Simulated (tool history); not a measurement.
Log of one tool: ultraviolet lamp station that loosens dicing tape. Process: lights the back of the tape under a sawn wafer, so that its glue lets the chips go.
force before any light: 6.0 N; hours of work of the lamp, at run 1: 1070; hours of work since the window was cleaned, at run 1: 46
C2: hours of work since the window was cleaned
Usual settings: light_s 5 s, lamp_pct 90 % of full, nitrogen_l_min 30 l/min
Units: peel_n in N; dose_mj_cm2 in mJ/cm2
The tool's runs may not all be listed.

Run 1, hour 0: usual settings; hours of work of the lamp 1070; C2 46. Result: peel_n 0.426 N, dose_mj_cm2 354 mJ/cm2.
Run 2, hour 43.5: usual settings but lamp_pct 77 % of full; hours of work of the lamp 1098; C2 74. Result: peel_n 0.614 N, dose_mj_cm2 295 mJ/cm2.
Run 3, hour 93.8: usual settings but lamp_pct 77 % of full; hours of work of the lamp 1131; C2 107. Result: peel_n 0.627 N, dose_mj_cm2 292 mJ/cm2.
Run 4, hour 160.2: usual settings but light_s 2 s; hours of work of the lamp 1173; C2 149. Result: peel_n 1.965 N, dose_mj_cm2 131 mJ/cm2.
Run 5, hour 214.3: usual settings but light_s 2 s, lamp_pct 68 % of full; hours of work of the lamp 1208; C2 184. Result: peel_n 2.583 N, dose_mj_cm2 100 mJ/cm2.
Run 6, hour 303.9: usual settings but light_s 2 s, lamp_pct 68 % of full; hours of work of the lamp 1265; C2 241. Result: peel_n 2.723 N, dose_mj_cm2 99 mJ/cm2.
Run 7, hour 354: usual settings but light_s 2 s, lamp_pct 68 % of full; hours of work of the lamp 1298; C2 273. Result: peel_n 2.719 N, dose_mj_cm2 92 mJ/cm2.
Run 8, hour 415: usual settings but light_s 2 s, lamp_pct 68 % of full; hours of work of the lamp 1337; C2 312. Result: peel_n 2.792 N, dose_mj_cm2 91 mJ/cm2.
Run 9, hour 477.5: usual settings but light_s 2 s, lamp_pct 68 % of full; hours of work of the lamp 1377; C2 353. Result: peel_n 2.884 N, dose_mj_cm2 90 mJ/cm2.
Run 10, hour 548.5: usual settings but nitrogen_l_min 17 l/min; hours of work of the lamp 1422; C2 398. Result: peel_n 0.929 N, dose_mj_cm2 294 mJ/cm2.
Run 11, hour 633.8: usual settings but nitrogen_l_min 17 l/min; hours of work of the lamp 1477; C2 453. Result: peel_n 1.004 N, dose_mj_cm2 279 mJ/cm2.
Run 12, hour 689.2: usual settings; hours of work of the lamp 1512; C2 488. Result: peel_n 0.672 N, dose_mj_cm2 279 mJ/cm2.
Run 13, hour 744.1: usual settings; hours of work of the lamp 1548; C2 524. Result: peel_n 0.723 N, dose_mj_cm2 272 mJ/cm2.
At hour 766.5: window cleaned of glue's vapour.
Run 14, hour 843.5: usual settings but light_s 9 s, lamp_pct 70 % of full, nitrogen_l_min 12 l/min; hours of work of the lamp 1611; C2 49. Result: peel_n 0.659 N, dose_mj_cm2 410 mJ/cm2.
Run 15, hour 938.7: usual settings but light_s 9 s, lamp_pct 70 % of full, nitrogen_l_min 12 l/min; hours of work of the lamp 1672; C2 110. Result: peel_n 0.716 N, dose_mj_cm2 391 mJ/cm2.
Run 16, hour 1021.6: usual settings but light_s 6 s, nitrogen_l_min 37 l/min; hours of work of the lamp 1725; C2 164. Result: peel_n 0.426 N, dose_mj_cm2 331 mJ/cm2.
Run 17, hour 1065.7: usual settings but light_s 6 s, nitrogen_l_min 37 l/min; hours of work of the lamp 1754; C2 192. Result: peel_n 0.443 N, dose_mj_cm2 325 mJ/cm2.
Run 18, hour 1126.9: usual settings but light_s 9 s, lamp_pct 74 % of full, nitrogen_l_min 26 l/min; hours of work of the lamp 1793; C2 231. Result: peel_n 0.391 N, dose_mj_cm2 389 mJ/cm2.
Run 19, hour 1169.4: usual settings but light_s 3 s, lamp_pct 67 % of full, nitrogen_l_min 42 l/min; hours of work of the lamp 1820; C2 258. Result: peel_n 2.091 N, dose_mj_cm2 115 mJ/cm2.
At hour 1266: lamp changed.
Run 20, hour 1271.9: usual settings but light_s 3 s, lamp_pct 67 % of full, nitrogen_l_min 42 l/min; hours of work of the lamp 4; C2 323. Result: peel_n 1.051 N, dose_mj_cm2 197 mJ/cm2.
Run 21, hour 1325.5: usual settings but light_s 4 s, lamp_pct 64 % of full, nitrogen_l_min 16 l/min; hours of work of the lamp 38; C2 358. Result: peel_n 1.283 N, dose_mj_cm2 246 mJ/cm2.
Run 22, hour 1427: usual settings but light_s 4 s, lamp_pct 64 % of full, nitrogen_l_min 16 l/min; hours of work of the lamp 103; C2 423. Result: peel_n 1.329 N, dose_mj_cm2 237 mJ/cm2.
Run 23, hour 1490.6: usual settings but light_s 3 s, lamp_pct 100 % of full, nitrogen_l_min 12 l/min; hours of work of the lamp 144; C2 464. Result: peel_n 1.293 N, dose_mj_cm2 274 mJ/cm2.
Run 24, hour 1537.2: usual settings but light_s 3 s, lamp_pct 100 % of full, nitrogen_l_min 12 l/min; hours of work of the lamp 174; C2 494. Result: peel_n 1.299 N, dose_mj_cm2 270 mJ/cm2.
At hour 1611.7: window cleaned of glue's vapour.
Run 25, hour 1616: usual settings but light_s 3 s, lamp_pct 100 % of full, nitrogen_l_min 39 l/min; hours of work of the lamp 224; C2 3. Result: peel_n 0.489 N, dose_mj_cm2 306 mJ/cm2.
Run 26, hour 1689.4: usual settings but light_s 3 s, lamp_pct 66 % of full, nitrogen_l_min 15 l/min; hours of work of the lamp 271; C2 50. Result: peel_n 1.786 N, dose_mj_cm2 198 mJ/cm2.

How the hidden state differs across the entries between the runs, from the last listed run before each to the first after it:
Between runs 13 and 14: window cleaned of glue's vapour (hour 766.5)
  lamp's light, % of a new lamp's: 63.6 -> 62.2; light that the window lets through, % of a clean one's: 88.5 -> 97.9
  measured less the result without the state, peel_n: +0.478 -> +0.4 N; dose_mj_cm2: -211 -> -264 mJ/cm2
Between runs 19 and 20: lamp changed (hour 1266)
  lamp's light, % of a new lamp's: 57.3 -> 99.1; light that the window lets through, % of a clean one's: 93.5 -> 92.2
  measured less the result without the state, peel_n: +1.193 -> +0.147 N; dose_mj_cm2: -99 -> -19 mJ/cm2
Between runs 24 and 25: window cleaned of glue's vapour (hour 1611.7)
  lamp's light, % of a new lamp's: 95.1 -> 94; light that the window lets through, % of a clean one's: 88.7 -> 99.8
  measured less the result without the state, peel_n: +0.298 -> +0.059 N; dose_mj_cm2: -51 -> -20 mJ/cm2
